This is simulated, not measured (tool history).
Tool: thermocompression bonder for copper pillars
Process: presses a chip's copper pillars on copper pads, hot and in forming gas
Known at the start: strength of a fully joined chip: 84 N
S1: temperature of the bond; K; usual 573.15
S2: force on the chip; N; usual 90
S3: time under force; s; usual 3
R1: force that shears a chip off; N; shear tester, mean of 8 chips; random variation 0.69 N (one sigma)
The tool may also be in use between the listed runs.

{"run": 1, "hour": 0.0, "S1": 573.15, "S2": 90, "S3": 3, "R1": 46.9}
{"run": 2, "hour": 43.7, "S1": 573.15, "S2": 60, "S3": 3, "R1": 35.6}
{"run": 3, "hour": 83.8, "S1": 573.15, "S2": 60, "S3": 3, "R1": 36.0}
{"run": 4, "hour": 119.6, "S1": 573.15, "S2": 66, "S3": 3, "R1": 38.3}
{"run": 5, "hour": 146.3, "S1": 573.15, "S2": 66, "S3": 3, "R1": 39.3}
{"run": 6, "hour": 177.1, "S1": 573.15, "S2": 74, "S3": 3, "R1": 41.0}
{"run": 7, "hour": 215.2, "S1": 573.15, "S2": 90, "S3": 3, "R1": 47.5}
{"run": 8, "hour": 235.9, "S1": 573.15, "S2": 93, "S3": 3, "R1": 48.5}
{"run": 9, "hour": 256.7, "S1": 573.15, "S2": 93, "S3": 3, "R1": 47.7}
{"run": 10, "hour": 285.9, "S1": 573.15, "S2": 90, "S3": 3, "R1": 47.2}
{"run": 11, "hour": 333.2, "S1": 573.15, "S2": 90, "S3": 3, "R1": 47.5}
{"run": 12, "hour": 368.9, "S1": 573.15, "S2": 90, "S3": 3, "R1": 46.9}
{"run": 13, "hour": 414.6, "S1": 573.15, "S2": 80, "S3": 3, "R1": 44.5}
{"run": 14, "hour": 442.4, "S1": 573.15, "S2": 80, "S3": 3, "R1": 44.0}
{"run": 15, "hour": 487.9, "S1": 573.15, "S2": 63, "S3": 3, "R1": 36.6}
{"run": 16, "hour": 521.0, "S1": 573.15, "S2": 63, "S3": 3, "R1": 36.5}
{"run": 17, "hour": 544.2, "S1": 573.15, "S2": 63, "S3": 3, "R1": 37.7}
{"hour": 571.8, "done": "forming gas filter changed"}
{"run": 18, "hour": 583.8, "S1": 573.15, "S2": 90, "S3": 3, "R1": 46.8}
{"run": 19, "hour": 621.4, "S1": 573.15, "S2": 90, "S3": 3, "R1": 46.7}
{"run": 20, "hour": 656.3, "S1": 573.15, "S2": 90, "S3": 3, "R1": 47.1}
{"run": 21, "hour": 693.4, "S1": 582.15, "S2": 72, "S3": 7, "R1": 58.8}
{"run": 22, "hour": 724.2, "S1": 582.15, "S2": 72, "S3": 7, "R1": 57.6}
{"run": 23, "hour": 759.7, "S1": 598.15, "S2": 70, "S3": 9, "R1": 64.8}

Forecast run 24:
{"run": 24, "hour": 806.1, "S1": 573.15, "S2": 90, "S3": 6, "R1": "?"}

{"run 24": {"R1": 58.1}}
Without the tool's hidden state the same run would have given R1 57.9 N.

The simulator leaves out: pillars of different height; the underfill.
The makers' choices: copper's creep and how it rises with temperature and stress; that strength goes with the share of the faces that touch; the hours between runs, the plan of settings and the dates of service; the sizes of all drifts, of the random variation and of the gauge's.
